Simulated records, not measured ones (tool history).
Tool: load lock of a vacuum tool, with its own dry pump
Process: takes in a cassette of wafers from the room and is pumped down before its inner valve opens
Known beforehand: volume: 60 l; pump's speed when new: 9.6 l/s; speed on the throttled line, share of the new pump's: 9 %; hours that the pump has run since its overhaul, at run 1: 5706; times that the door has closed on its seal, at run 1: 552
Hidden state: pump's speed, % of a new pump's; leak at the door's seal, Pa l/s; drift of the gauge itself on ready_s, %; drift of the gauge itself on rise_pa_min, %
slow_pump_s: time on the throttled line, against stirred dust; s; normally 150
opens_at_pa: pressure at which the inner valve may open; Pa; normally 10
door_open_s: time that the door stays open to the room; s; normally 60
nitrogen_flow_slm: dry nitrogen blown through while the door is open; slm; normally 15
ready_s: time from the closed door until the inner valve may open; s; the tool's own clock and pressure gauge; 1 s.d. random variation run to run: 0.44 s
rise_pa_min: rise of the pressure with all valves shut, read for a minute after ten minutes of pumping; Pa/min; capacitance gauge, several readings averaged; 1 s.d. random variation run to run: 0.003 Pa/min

run	hour	slow_pump_s	opens_at_pa	door_open_s	nitrogen_flow_slm	hours that the pump has run since its overhaul	times that the door has closed on its seal	incoming humidity of the room's air, %	ready_s	rise_pa_min
1	0	150	10	60	15	5706	552	44.9	195.7	0.023
2	180.2	150	10	60	15	5886	1297	46.6	195.8	0.024
3	363.5	144	10	60	15	6069	2056	48	191.7	0.023
4	493.9	144	10	60	15	6200	2596	46.3	190.8	0.03
5	668.7	144	10	60	15	6374	3319	43.6	191.5	0.034
6	818.3	150	10	60	15	6524	3939	45.2	195.9	0.047
7	971.9	150	10	60	15	6677	4574	45.5	196.6	0.048

Expected results for the next run?
8	1115.3	150	10	60	15	6821	5168	47	?	?

ready_s: 196.2 s
rise_pa_min: 0.049 Pa/min
The same run, on a tool lacking any hidden state, would have yielded ready_s 194.1 s, rise_pa_min 0.022 Pa/min.
